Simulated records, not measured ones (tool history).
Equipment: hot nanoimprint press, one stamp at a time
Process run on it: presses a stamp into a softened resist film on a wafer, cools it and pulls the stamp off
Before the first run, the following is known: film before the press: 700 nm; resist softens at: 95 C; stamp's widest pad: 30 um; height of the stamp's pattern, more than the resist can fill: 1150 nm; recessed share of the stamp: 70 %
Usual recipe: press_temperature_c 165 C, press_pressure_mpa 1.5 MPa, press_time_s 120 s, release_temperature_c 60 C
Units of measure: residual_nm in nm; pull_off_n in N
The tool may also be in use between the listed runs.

run 1 hour=0 | press_temperature_c=165 press_pressure_mpa=1.5 press_time_s=120 release_temperature_c=60 | residual_nm=424.1 pull_off_n=170
run 2 hour=11.8 | press_temperature_c=160 press_pressure_mpa=1.5 press_time_s=120 release_temperature_c=60 | residual_nm=485 pull_off_n=174
run 3 hour=23.6 | press_temperature_c=165 press_pressure_mpa=1.5 press_time_s=71 release_temperature_c=60 | residual_nm=486 pull_off_n=173
run 4 hour=43.4 | press_temperature_c=172 press_pressure_mpa=1.5 press_time_s=120 release_temperature_c=60 | residual_nm=339.4 pull_off_n=173
run 5 hour=52.4 | press_temperature_c=172 press_pressure_mpa=1.5 press_time_s=85 release_temperature_c=60 | residual_nm=374.8 pull_off_n=182
run 6 hour=61.6 | press_temperature_c=172 press_pressure_mpa=1.5 press_time_s=85 release_temperature_c=60 | residual_nm=378.2 pull_off_n=184
run 7 hour=80.5 | press_temperature_c=165 press_pressure_mpa=1.5 press_time_s=120 release_temperature_c=60 | residual_nm=425.8 pull_off_n=180
run 8 hour=96.2 | press_temperature_c=165 press_pressure_mpa=1.5 press_time_s=120 release_temperature_c=60 | residual_nm=426.3 pull_off_n=184
-- hour=100.5 plate thermocouple calibrated
run 9 hour=113.8 | press_temperature_c=165 press_pressure_mpa=1.5 press_time_s=120 release_temperature_c=60 | residual_nm=429.5 pull_off_n=175
run 10 hour=129.8 | press_temperature_c=165 press_pressure_mpa=1.5 press_time_s=120 release_temperature_c=60 | residual_nm=428.5 pull_off_n=183
run 11 hour=145.6 | press_temperature_c=165 press_pressure_mpa=1.5 press_time_s=120 release_temperature_c=60 | residual_nm=429.2 pull_off_n=190
run 12 hour=165.8 | press_temperature_c=165 press_pressure_mpa=1.5 press_time_s=120 release_temperature_c=60 | residual_nm=431.8 pull_off_n=192
-- hour=176.9 plate thermocouple calibrated, once more
run 13 hour=177.2 | press_temperature_c=165 press_pressure_mpa=1.5 press_time_s=120 release_temperature_c=51 | residual_nm=422 pull_off_n=220
run 14 hour=186.2 | press_temperature_c=162 press_pressure_mpa=1.5 press_time_s=158 release_temperature_c=60 | residual_nm=427.6 pull_off_n=185
run 15 hour=198 | press_temperature_c=170 press_pressure_mpa=1.5 press_time_s=156 release_temperature_c=45 | residual_nm=328.4 pull_off_n=256
run 16 hour=209.4 | press_temperature_c=164 press_pressure_mpa=1.78 press_time_s=144 release_temperature_c=51 | residual_nm=382.5 pull_off_n=231
run 17 hour=223.3 | press_temperature_c=166 press_pressure_mpa=1.78 press_time_s=144 release_temperature_c=56 | residual_nm=361.7 pull_off_n=205
run 18 hour=242.8 | press_temperature_c=166 press_pressure_mpa=1.3 press_time_s=144 release_temperature_c=47 | residual_nm=410.6 pull_off_n=234
run 19 hour=252.7 | press_temperature_c=157 press_pressure_mpa=2.01 press_time_s=138 release_temperature_c=47 | residual_nm=466.9 pull_off_n=243
run 20 hour=271.2 | press_temperature_c=157 press_pressure_mpa=2.01 press_time_s=138 release_temperature_c=47 | residual_nm=464 pull_off_n=250
run 21 hour=282.6 | press_temperature_c=157 press_pressure_mpa=2.01 press_time_s=138 release_temperature_c=47 | residual_nm=463.4 pull_off_n=247
run 22 hour=301.6 | press_temperature_c=157 press_pressure_mpa=2.01 press_time_s=138 release_temperature_c=47 | residual_nm=461.9 pull_off_n=258
run 23 hour=320.8 | press_temperature_c=157 press_pressure_mpa=1.25 press_time_s=120 release_temperature_c=60 | residual_nm=562.1 pull_off_n=199
run 24 hour=330.1 | press_temperature_c=165 press_pressure_mpa=1.5 press_time_s=124 release_temperature_c=60 | residual_nm=421.9 pull_off_n=194

Branching from run 24: 5 alternative next runs. What would each branch give?
run A hour=345 | press_temperature_c=165 press_pressure_mpa=1.83 press_time_s=120 release_temperature_c=50 | residual_nm=? pull_off_n=?
run B hour=345 | press_temperature_c=160 press_pressure_mpa=1.5 press_time_s=124 release_temperature_c=57 | residual_nm=? pull_off_n=?
run C hour=345 | press_temperature_c=176 press_pressure_mpa=2.06 press_time_s=154 release_temperature_c=60 | residual_nm=? pull_off_n=?
run D hour=345 | press_temperature_c=167 press_pressure_mpa=1.5 press_time_s=120 release_temperature_c=60 | residual_nm=? pull_off_n=?
run E hour=345 | press_temperature_c=165 press_pressure_mpa=1.5 press_time_s=183 release_temperature_c=60 | residual_nm=? pull_off_n=?

run=A residual_nm=389.8 pull_off_n=236
run=B residual_nm=484.5 pull_off_n=212
run=C residual_nm=232.1 pull_off_n=210
run=D residual_nm=400.9 pull_off_n=204
run=E residual_nm=376.1 pull_off_n=201
With no hidden state in the tool, these same runs would have given:
run=A residual_nm=377.1 pull_off_n=197
run=B residual_nm=472.9 pull_off_n=177
run=C residual_nm=222.9 pull_off_n=176
run=D residual_nm=389.5 pull_off_n=170
run=E residual_nm=364.7 pull_off_n=168
